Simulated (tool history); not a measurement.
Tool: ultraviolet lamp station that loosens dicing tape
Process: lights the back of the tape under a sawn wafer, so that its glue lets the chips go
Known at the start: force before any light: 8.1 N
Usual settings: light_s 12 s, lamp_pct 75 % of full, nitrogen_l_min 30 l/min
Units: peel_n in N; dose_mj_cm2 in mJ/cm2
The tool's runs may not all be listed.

run 1 hour=0.0 | light_s=12 lamp_pct=75 nitrogen_l_min=30 | peel_n=1.439 dose_mj_cm2=276
-- hour=13.7 window cleaned of glue's vapour
run 2 hour=44.7 | light_s=12 lamp_pct=75 nitrogen_l_min=30 | peel_n=1.575 dose_mj_cm2=270
run 3 hour=99.6 | light_s=12 lamp_pct=75 nitrogen_l_min=30 | peel_n=1.628 dose_mj_cm2=269
run 4 hour=155.6 | light_s=12 lamp_pct=75 nitrogen_l_min=30 | peel_n=1.657 dose_mj_cm2=257
run 5 hour=215.1 | light_s=12 lamp_pct=75 nitrogen_l_min=30 | peel_n=1.695 dose_mj_cm2=260
-- hour=261.3 window cleaned of glue's vapour, once more
run 6 hour=281.2 | light_s=12 lamp_pct=84 nitrogen_l_min=30 | peel_n=1.333 dose_mj_cm2=306
run 7 hour=314.6 | light_s=12 lamp_pct=75 nitrogen_l_min=30 | peel_n=1.581 dose_mj_cm2=271
run 8 hour=367.0 | light_s=12 lamp_pct=75 nitrogen_l_min=30 | peel_n=1.558 dose_mj_cm2=271
run 9 hour=419.1 | light_s=12 lamp_pct=75 nitrogen_l_min=30 | peel_n=1.610 dose_mj_cm2=267
run 10 hour=483.6 | light_s=12 lamp_pct=75 nitrogen_l_min=30 | peel_n=1.696 dose_mj_cm2=266
run 11 hour=531.4 | light_s=12 lamp_pct=75 nitrogen_l_min=30 | peel_n=1.712 dose_mj_cm2=258
run 12 hour=600.5 | light_s=12 lamp_pct=75 nitrogen_l_min=30 | peel_n=1.737 dose_mj_cm2=256
run 13 hour=634.1 | light_s=12 lamp_pct=75 nitrogen_l_min=30 | peel_n=1.700 dose_mj_cm2=253
run 14 hour=665.0 | light_s=12 lamp_pct=62 nitrogen_l_min=30 | peel_n=2.275 dose_mj_cm2=210
run 15 hour=735.1 | light_s=12 lamp_pct=62 nitrogen_l_min=30 | peel_n=2.325 dose_mj_cm2=206
run 16 hour=805.0 | light_s=12 lamp_pct=75 nitrogen_l_min=30 | peel_n=1.905 dose_mj_cm2=242
run 17 hour=840.1 | light_s=12 lamp_pct=75 nitrogen_l_min=30 | peel_n=1.817 dose_mj_cm2=238
run 18 hour=889.7 | light_s=12 lamp_pct=75 nitrogen_l_min=16 | peel_n=2.416 dose_mj_cm2=238
run 19 hour=952.7 | light_s=12 lamp_pct=66 nitrogen_l_min=16 | peel_n=2.851 dose_mj_cm2=206
run 20 hour=993.8 | light_s=12 lamp_pct=75 nitrogen_l_min=30 | peel_n=1.951 dose_mj_cm2=233
run 21 hour=1040.4 | light_s=12 lamp_pct=93 nitrogen_l_min=30 | peel_n=1.473 dose_mj_cm2=283
run 22 hour=1089.7 | light_s=10 lamp_pct=69 nitrogen_l_min=30 | peel_n=2.711 dose_mj_cm2=174
run 23 hour=1125.6 | light_s=16 lamp_pct=98 nitrogen_l_min=10 | peel_n=1.542 dose_mj_cm2=389
run 24 hour=1162.3 | light_s=10 lamp_pct=98 nitrogen_l_min=50 | peel_n=1.551 dose_mj_cm2=241
run 25 hour=1197.1 | light_s=11 lamp_pct=72 nitrogen_l_min=28 | peel_n=2.474 dose_mj_cm2=195
-- hour=1234.1 lamp changed
run 26 hour=1251.5 | light_s=12 lamp_pct=75 nitrogen_l_min=14 | peel_n=1.361 dose_mj_cm2=386
run 27 hour=1300.5 | light_s=12 lamp_pct=75 nitrogen_l_min=28 | peel_n=0.910 dose_mj_cm2=382
run 28 hour=1353.6 | light_s=12 lamp_pct=75 nitrogen_l_min=28 | peel_n=0.905 dose_mj_cm2=384
run 29 hour=1408.5 | light_s=12 lamp_pct=75 nitrogen_l_min=28 | peel_n=0.933 dose_mj_cm2=374
run 30 hour=1478.6 | light_s=12 lamp_pct=75 nitrogen_l_min=28 | peel_n=0.988 dose_mj_cm2=367
run 31 hour=1516.0 | light_s=12 lamp_pct=75 nitrogen_l_min=28 | peel_n=0.958 dose_mj_cm2=368
run 32 hour=1550.5 | light_s=9 lamp_pct=79 nitrogen_l_min=52 | peel_n=1.102 dose_mj_cm2=288
-- hour=1595.7 window cleaned of glue's vapour
run 33 hour=1603.8 | light_s=9 lamp_pct=79 nitrogen_l_min=52 | peel_n=1.051 dose_mj_cm2=299
run 34 hour=1649.6 | light_s=15 lamp_pct=74 nitrogen_l_min=55 | peel_n=0.478 dose_mj_cm2=472
run 35 hour=1703.9 | light_s=22 lamp_pct=93 nitrogen_l_min=10 | peel_n=0.394 dose_mj_cm2=856
run 36 hour=1742.9 | light_s=8 lamp_pct=75 nitrogen_l_min=30 | peel_n=1.800 dose_mj_cm2=246
run 37 hour=1784.8 | light_s=8 lamp_pct=75 nitrogen_l_min=30 | peel_n=1.796 dose_mj_cm2=245
run 38 hour=1840.1 | light_s=8 lamp_pct=75 nitrogen_l_min=30 | peel_n=1.898 dose_mj_cm2=240
run 39 hour=1889.1 | light_s=8 lamp_pct=75 nitrogen_l_min=30 | peel_n=1.861 dose_mj_cm2=242
run 40 hour=1940.7 | light_s=14 lamp_pct=92 nitrogen_l_min=20 | peel_n=0.648 dose_mj_cm2=513
run 41 hour=1970.9 | light_s=20 lamp_pct=99 nitrogen_l_min=11 | peel_n=0.439 dose_mj_cm2=782
run 42 hour=2013.2 | light_s=20 lamp_pct=99 nitrogen_l_min=11 | peel_n=0.442 dose_mj_cm2=780

Forecast each of these 5 alternatives for the next run:
run A hour=2080.6 | light_s=9 lamp_pct=69 nitrogen_l_min=16 | peel_n=? dose_mj_cm2=?
run B hour=2080.6 | light_s=20 lamp_pct=78 nitrogen_l_min=11 | peel_n=? dose_mj_cm2=?
run C hour=2080.6 | light_s=12 lamp_pct=75 nitrogen_l_min=43 | peel_n=? dose_mj_cm2=?
run D hour=2080.6 | light_s=12 lamp_pct=73 nitrogen_l_min=36 | peel_n=? dose_mj_cm2=?
run E hour=2080.6 | light_s=9 lamp_pct=81 nitrogen_l_min=23 | peel_n=? dose_mj_cm2=?

run=A peel_n=2.369 dose_mj_cm2=244
run=B peel_n=0.688 dose_mj_cm2=614
run=C peel_n=0.884 dose_mj_cm2=348
run=D peel_n=1.004 dose_mj_cm2=343
run=E peel_n=1.686 dose_mj_cm2=285
Without the tool's hidden state the same runs would have given:
run=A peel_n=1.980 dose_mj_cm2=282
run=B peel_n=0.530 dose_mj_cm2=709
run=C peel_n=0.678 dose_mj_cm2=402
run=D peel_n=0.774 dose_mj_cm2=396
run=E peel_n=1.350 dose_mj_cm2=329
